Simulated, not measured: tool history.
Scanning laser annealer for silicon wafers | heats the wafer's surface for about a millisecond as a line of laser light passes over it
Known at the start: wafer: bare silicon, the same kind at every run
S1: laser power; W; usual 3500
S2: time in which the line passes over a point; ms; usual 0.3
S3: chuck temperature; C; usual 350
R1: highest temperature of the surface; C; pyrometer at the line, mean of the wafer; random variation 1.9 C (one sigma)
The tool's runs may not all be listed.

| run | hour | S1 | S2 | S3 | R1 |
|---|---|---|---|---|---|
| 1 | 0 | 3500 | 0.3 | 350 | 1104 |
| 2 | 12.7 | 3500 | 0.3 | 350 | 1105 |
| 3 | 25.5 | 3500 | 0.3 | 350 | 1103 |
| 4 | 47.9 | 3500 | 0.3 | 350 | 1102 |
| 5 | 75.9 | 3500 | 0.3 | 345 | 1101 |
| 6 | 95.8 | 3500 | 0.3 | 367 | 1120 |
| 7 | 111.4 | 3495 | 0.316 | 350 | 1121 |
| 8 | 127.7 | 3389 | 0.219 | 350 | 965 |
|  | 135 | optics aligned, line set to its width |
| 9 | 153.3 | 3522 | 0.331 | 350 | 1140 |
| 10 | 172.8 | 3522 | 0.331 | 350 | 1143 |
| 11 | 190.5 | 3522 | 0.331 | 350 | 1136 |
| 12 | 207.8 | 3417 | 0.218 | 346 | 955 |

5 ways to go on from here, each from the tool as it stands after run 12. What would each give?
| A | 226.7 | 3186 | 0.242 | 333 | ? |
| B | 226.7 | 3562 | 0.364 | 388 | ? |
| C | 226.7 | 3358 | 0.3 | 350 | ? |
| D | 226.7 | 3417 | 0.212 | 314 | ? |
| E | 226.7 | 3500 | 0.3 | 329 | ? |

| run | R1 |
|---|---|
| A | 929 |
| B | 1230 |
| C | 1059 |
| D | 916 |
| E | 1067 |
Without the tool's hidden state the same runs would have given:
| run | R1 |
|---|---|
| A | 948 |
| B | 1257 |
| C | 1081 |
| D | 935 |
| E | 1091 |
